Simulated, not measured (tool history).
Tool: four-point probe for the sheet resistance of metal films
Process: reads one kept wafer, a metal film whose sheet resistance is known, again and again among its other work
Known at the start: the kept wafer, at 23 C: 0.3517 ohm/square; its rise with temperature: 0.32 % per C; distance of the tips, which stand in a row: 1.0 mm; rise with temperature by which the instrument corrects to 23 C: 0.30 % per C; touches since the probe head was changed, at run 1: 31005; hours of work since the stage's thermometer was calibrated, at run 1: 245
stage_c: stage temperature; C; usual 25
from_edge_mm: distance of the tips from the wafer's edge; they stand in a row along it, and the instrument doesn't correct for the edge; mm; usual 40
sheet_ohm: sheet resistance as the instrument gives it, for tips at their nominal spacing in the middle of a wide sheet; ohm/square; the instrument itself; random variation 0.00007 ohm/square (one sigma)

run	hour	stage_c	from_edge_mm	touches since the probe head was changed	hours of work since the stage's thermometer was calibrated	sheet_ohm
1	0	25	40	31005	245	0.351909
2	18	25	40	31719	256	0.351834
3	41.7	25	3	32661	271	0.371464
4	61.4	25	3	33445	284	0.37152
5	86.2	25	40	34430	300	0.351717
6	99	23	40	34935	308	0.351578
7	117.3	23	40	35662	320	0.351463
8	139.7	25	40	36553	334	0.351747
9	151.2	25	24	37010	341	0.351872
10	164.5	25	24	37538	350	0.351689
11	176.7	25	40	38024	358	0.351514
12	199.5	25	52	38928	372	0.351298
13	224	32	40	39901	388	0.351995
14	245.7	32	40	40761	402	0.351849
15	263.8	23	40	41480	413	0.35109
16	288.5	23	40	42464	429	0.351007
17	301.8	23	40	42989	437	0.35109
18	326.6	29	4	43973	453	0.362876
19	344.3	29	4	44677	464	0.362751
20	360.4	24	31	45318	475	0.350905
21	372.9	25	45	45814	483	0.350959
22	396.2	25	45	46737	498	0.35105
23	407.9	25	45	47204	505	0.350899
24	428.5	19	25	48021	518	0.350525
25	443.3	26	20	48611	528	0.35113
26	466.2	26	20	49519	542	0.351231
27	481.7	23	6	50135	552	0.35568
28	504.9	23	6	51055	567	0.355528
29	523.5	23	35	51792	579	0.350395
30	542.7	19	13	52555	591	0.351066
31	562.9	19	13	53359	604	0.350906
32	574.7	19	13	53826	611	0.350945
33	592.8	19	13	54546	623	0.35094

Forecast each of these 5 alternatives for the next run:
A	612.7	22	18	55336	636	?
B	612.7	23	11	55336	636	?
C	612.7	30	35	55336	636	?
D	612.7	30	13	55336	636	?
E	612.7	25	12	55336	636	?

run	sheet_ohm
A	0.350571
B	0.351582
C	0.350837
D	0.35191
E	0.351668
Without the tool's hidden state the same runs would have given:
run	sheet_ohm
A	0.352174
B	0.353188
C	0.352434
D	0.353512
E	0.353273
